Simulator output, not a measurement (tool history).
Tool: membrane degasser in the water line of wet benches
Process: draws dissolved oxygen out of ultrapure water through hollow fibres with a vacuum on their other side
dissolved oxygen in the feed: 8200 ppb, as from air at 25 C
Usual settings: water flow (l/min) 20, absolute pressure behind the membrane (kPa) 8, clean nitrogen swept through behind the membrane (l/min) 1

run     day  water flow (l/min)  absolute pressure behind the membrane (kPa)  clean nitrogen swept through behind the membrane (l/min)  dissolved oxygen in the water behind the degasser (ppb)  pressure that the water loses in the fibres (kPa)
  1       0                  20                                            8                                                         1                                                      476                                              61.17
  2   4.825                  20                                            8                                                         1                                                      477                                              61.46
  3   8.771                  20                                            8                                                         1                                                    467.5                                              61.33
  4  13.804                  20                                        16.74                                                         1                                                    806.3                                              61.66
  5  17.329                  20                                        16.74                                                         1                                                    815.9                                              61.46
  6    22.8                  20                                        18.08                                                         1                                                    864.1                                              61.61
  7  25.475                  20                                        18.08                                                         1                                                    873.9                                              61.32
  8  28.825                  20                                            8                                                         1                                                    472.6                                              61.55
  9  33.058                  20                                         5.72                                                         1                                                    385.1                                              61.73
 10  35.962                  20                                         5.72                                                         1                                                    382.2                                              61.38
 11  39.433                  20                                            8                                                         1                                                    473.4                                               61.4
 12  43.958                  20                                            8                                                         1                                                    480.7                                              61.69
 13  47.675                  20                                        19.55                                                         1                                                      934                                              61.22
     48.062  -- vacuum gauge calibrated
 14  51.629                  20                                        19.55                                                         1                                                    910.5                                              61.63
 15  55.833                  20                                        19.55                                                         1                                                    937.8                                              61.45
 16  59.908                  20                                            8                                                      1.12                                                    457.1                                              61.75
 17  64.492                  26                                         7.11                                                         1                                                    718.6                                              80.55
 18  69.304                  21                                         9.99                                                         1                                                      614                                              64.92
 19  74.867                  15                                        12.82                                                       1.9                                                    302.5                                              46.32
      76.35  -- vacuum gauge calibrated, once more
 20  77.671                  15                                        12.82                                                       1.9                                                    294.4                                              46.14
 21  83.892                  18                                         5.35                                                      1.22                                                    277.3                                              55.47
 22  90.271                  20                                         9.36                                                      2.81                                                    376.8                                              62.11
 23  94.708                  20                                         9.36                                                      2.81                                                    379.6                                              61.65
 24  98.833                  23                                         5.06                                                      1.72                                                    448.2                                              71.54

The next listed run, before its measurement:
 25  101.596                  24                                        18.85                                                      2.87                                                        ?                                                  ?

Run 25 gave dissolved oxygen in the water behind the degasser (ppb) 708.3, pressure that the water loses in the fibres (kPa) 74.41.
Without the tool's hidden state the same run would have given dissolved oxygen in the water behind the degasser (ppb) 677.7, pressure that the water loses in the fibres (kPa) 72.71.
